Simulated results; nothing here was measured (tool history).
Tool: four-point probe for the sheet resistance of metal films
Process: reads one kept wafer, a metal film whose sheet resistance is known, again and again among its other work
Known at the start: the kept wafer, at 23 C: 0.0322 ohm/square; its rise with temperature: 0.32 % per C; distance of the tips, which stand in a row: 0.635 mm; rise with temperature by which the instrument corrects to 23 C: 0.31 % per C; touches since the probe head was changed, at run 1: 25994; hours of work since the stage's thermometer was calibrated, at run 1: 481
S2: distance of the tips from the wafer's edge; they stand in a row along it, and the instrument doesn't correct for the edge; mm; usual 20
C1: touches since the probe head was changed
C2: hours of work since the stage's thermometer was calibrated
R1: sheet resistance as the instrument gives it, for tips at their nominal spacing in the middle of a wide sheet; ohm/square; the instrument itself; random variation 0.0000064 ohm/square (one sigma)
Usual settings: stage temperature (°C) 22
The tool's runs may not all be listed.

Run 1, hour 0: usual settings; C1 25994; C2 481. Result: R1 0.032275 ohm/square.
Run 2, hour 69.1: usual settings; C1 27918; C2 514. Result: R1 0.03227 ohm/square.
Run 3, hour 110: usual settings but stage temperature (°C) 23; C1 29059; C2 533. Result: R1 0.032286 ohm/square.
Run 4, hour 178.8: usual settings but stage temperature (°C) 18; C1 30976; C2 566. Result: R1 0.032246 ohm/square.
Run 5, hour 220.8: usual settings but S2 19 mm; C1 32147; C2 585. Result: R1 0.032273 ohm/square.
Run 6, hour 254.8: usual settings but S2 19 mm; C1 33094; C2 601. Result: R1 0.032272 ohm/square.
Run 7, hour 323.6: usual settings; C1 35011; C2 634. Result: R1 0.032283 ohm/square.
Run 8, hour 359.2: usual settings; C1 36004; C2 651. Result: R1 0.032288 ohm/square.
Run 9, hour 398.8: usual settings; C1 37105; C2 669. Result: R1 0.032288 ohm/square.
Run 10, hour 435: usual settings; C1 38114; C2 686. Result: R1 0.032282 ohm/square.
Run 11, hour 474: usual settings but stage temperature (°C) 20; C1 39201; C2 705. Result: R1 0.032277 ohm/square.
Run 12, hour 520: usual settings but stage temperature (°C) 25; C1 40484; C2 727. Result: R1 0.0323 ohm/square.
Run 13, hour 559: usual settings; C1 41570; C2 745. Result: R1 0.032295 ohm/square.
Run 14, hour 615.9: usual settings; C1 43155; C2 772. Result: R1 0.032283 ohm/square.
Run 15, hour 664.6: usual settings; C1 44511; C2 795. Result: R1 0.032286 ohm/square.
Run 16, hour 696.2: usual settings; C1 45394; C2 810. Result: R1 0.032279 ohm/square.
Run 17, hour 733.5: usual settings; C1 46431; C2 827. Result: R1 0.032299 ohm/square.
Run 18, hour 789.5: usual settings; C1 47991; C2 854. Result: R1 0.032281 ohm/square.
Run 19, hour 856.7: usual settings; C1 49864; C2 885. Result: R1 0.0323 ohm/square.
Run 20, hour 916.3: usual settings but S2 36 mm; C1 51525; C2 913. Result: R1 0.032283 ohm/square.
Run 21, hour 946.3: usual settings but S2 36 mm; C1 52362; C2 928. Result: R1 0.03228 ohm/square.
Run 22, hour 981: usual settings but S2 36 mm; C1 53328; C2 944. Result: R1 0.032293 ohm/square.
Run 23, hour 1021: usual settings but stage temperature (°C) 20, S2 4 mm; C1 54442; C2 963. Result: R1 0.0327 ohm/square.
Run 24, hour 1053.9: usual settings but stage temperature (°C) 20, S2 9 mm; C1 55358; C2 978. Result: R1 0.032361 ohm/square.
Run 25, hour 1085.4: usual settings but stage temperature (°C) 24, S2 7 mm; C1 56238; C2 993. Result: R1 0.032457 ohm/square.
Run 26, hour 1147.3: usual settings but stage temperature (°C) 23, S2 17 mm; C1 57961; C2 1022. Result: R1 0.03233 ohm/square.
Run 27, hour 1202.5: usual settings but stage temperature (°C) 33, S2 36 mm; C1 59499; C2 1048. Result: R1 0.03236 ohm/square.
Run 28, hour 1231.5: usual settings but stage temperature (°C) 27, S2 22 mm; C1 60308; C2 1062. Result: R1 0.03234 ohm/square.
Run 29, hour 1272.5: usual settings but stage temperature (°C) 20, S2 67 mm; C1 61450; C2 1081. Result: R1 0.03228 ohm/square.
Run 30, hour 1327.1: usual settings but stage temperature (°C) 21; C1 62971; C2 1107. Result: R1 0.032316 ohm/square.
Run 31, hour 1370.4: usual settings but stage temperature (°C) 19, S2 3 mm; C1 64178; C2 1128. Result: R1 0.033034 ohm/square.
Run 32, hour 1427.9: usual settings but stage temperature (°C) 26, S2 5 mm; C1 65779; C2 1155. Result: R1 0.032602 ohm/square.
Run 33, hour 1484.3: usual settings but stage temperature (°C) 18, S2 5 mm; C1 67352; C2 1181. Result: R1 0.032551 ohm/square.
Run 34, hour 1549.7: usual settings but stage temperature (°C) 18, S2 5 mm; C1 69173; C2 1212. Result: R1 0.032557 ohm/square.
Run 35, hour 1578.6: usual settings but stage temperature (°C) 18, S2 5 mm; C1 69980; C2 1226. Result: R1 0.032563 ohm/square.
Run 36, hour 1612.6: usual settings but S2 4 mm; C1 70928; C2 1242. Result: R1 0.032733 ohm/square.
Run 37, hour 1656.1: usual settings but stage temperature (°C) 31, S2 22 mm; C1 72138; C2 1262. Result: R1 0.032368 ohm/square.
Run 38, hour 1693.1: usual settings but stage temperature (°C) 20, S2 9 mm; C1 73168; C2 1280. Result: R1 0.032393 ohm/square.
Run 39, hour 1758.1: usual settings but stage temperature (°C) 29, S2 32 mm; C1 74979; C2 1310. Result: R1 0.03235 ohm/square.
Run 40, hour 1801.2: usual settings but stage temperature (°C) 29, S2 32 mm; C1 76181; C2 1331. Result: R1 0.032355 ohm/square.
Run 41, hour 1831.7: usual settings but stage temperature (°C) 23, S2 13 mm; C1 77032; C2 1345. Result: R1 0.032358 ohm/square.
Run 42, hour 1878.3: usual settings but stage temperature (°C) 23, S2 13 mm; C1 78329; C2 1367. Result: R1 0.032364 ohm/square.
Run 43, hour 1917.4: usual settings but stage temperature (°C) 26, S2 57 mm; C1 79419; C2 1385. Result: R1 0.032338 ohm/square.

Forecast each of these 3 alternatives for the next run:
Run A, hour 1986.8: usual settings but stage temperature (°C) 18, S2 4 mm; C1 81352; C2 1418. Result: R1 ?.
Run B, hour 1986.8: usual settings but S2 56 mm; C1 81352; C2 1418. Result: R1 ?.
Run C, hour 1986.8: usual settings but stage temperature (°C) 18, S2 35 mm; C1 81352; C2 1418. Result: R1 ?.

run        R1
  A   0.03272
  B  0.032316
  C  0.032285
Without the tool's hidden state the same runs would have given:
run        R1
  A    0.0326
  B  0.032196
  C  0.032165
